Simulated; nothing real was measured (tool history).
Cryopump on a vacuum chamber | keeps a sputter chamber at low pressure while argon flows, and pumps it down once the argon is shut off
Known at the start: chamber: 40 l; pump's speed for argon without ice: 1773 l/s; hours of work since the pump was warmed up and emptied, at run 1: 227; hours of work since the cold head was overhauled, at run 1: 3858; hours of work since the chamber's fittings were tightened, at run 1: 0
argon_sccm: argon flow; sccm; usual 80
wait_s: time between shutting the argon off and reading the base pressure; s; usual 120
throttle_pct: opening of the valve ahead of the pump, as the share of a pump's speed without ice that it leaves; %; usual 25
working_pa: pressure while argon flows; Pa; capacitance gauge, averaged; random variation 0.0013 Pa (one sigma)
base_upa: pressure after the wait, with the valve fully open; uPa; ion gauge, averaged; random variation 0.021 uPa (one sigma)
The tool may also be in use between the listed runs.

run    hour  argon_sccm  wait_s  throttle_pct  hours of work since the pump was warmed up and emptied  hours of work since the cold head was overhauled  hours of work since the chamber's fittings were tightened  working_pa  base_upa
  1     0.0          80     120            25                                                     227                                              3858                                                          0      0.3138      0.35
  2   124.5          80     120            25                                                     324                                              3955                                                         97      0.3125      0.45
  3   221.7          80     120            25                                                     399                                              4031                                                        172      0.3138      0.53
  4   306.3          80     120            25                                                     465                                              4096                                                        238      0.3159      0.62
  5   407.1          80     120            25                                                     544                                              4175                                                        317      0.3173      0.66
  6   471.8          80     120            25                                                     594                                              4225                                                        367      0.3198      0.67
  7   542.5          80     120            25                                                     649                                              4280                                                        422      0.3196      0.71
  8   647.8         101     120            31                                                     731                                              4362                                                        504      0.3297      0.79
  9   743.7         115     120            18                                                     806                                              4437                                                        579      0.6294      0.90
      806.1  -- pump warmed up, emptied and cooled again
 10   871.5         115     120            18                                                      51                                              4532                                                        674      0.6124      0.82
 11   932.3         115     120            27                                                      98                                              4580                                                        722      0.4122      0.88
 12  1020.7          63     104            21                                                     167                                              4648                                                        790      0.2893      1.00
 13  1147.4          63     104            21                                                     266                                              4747                                                        889      0.2932      1.06
 14  1246.5          61     223            25                                                     343                                              4824                                                        966      0.2385      1.05

Forecast each of these 5 alternatives for the next run:
  A  1367.0         137      37            46                                                     436                                              4918                                                       1060           ?         ?
  B  1367.0         138      53            25                                                     436                                              4918                                                       1060           ?         ?
  C  1367.0          41      25            28                                                     436                                              4918                                                       1060           ?         ?
  D  1367.0          68     223            51                                                     436                                              4918                                                       1060           ?         ?
  E  1367.0          80      41            28                                                     436                                              4918                                                       1060           ?         ?

run  working_pa  base_upa
  A      0.3030      1.70
  B      0.5472      1.40
  C      0.1441      1.93
  D      0.1356      1.06
  E      0.2820      1.52
Without the tool's hidden state the same runs would have given:
run  working_pa  base_upa
  A      0.2857      0.83
  B      0.5297      0.57
  C      0.1389      1.08
  D      0.1270      0.22
  E      0.2720      0.70
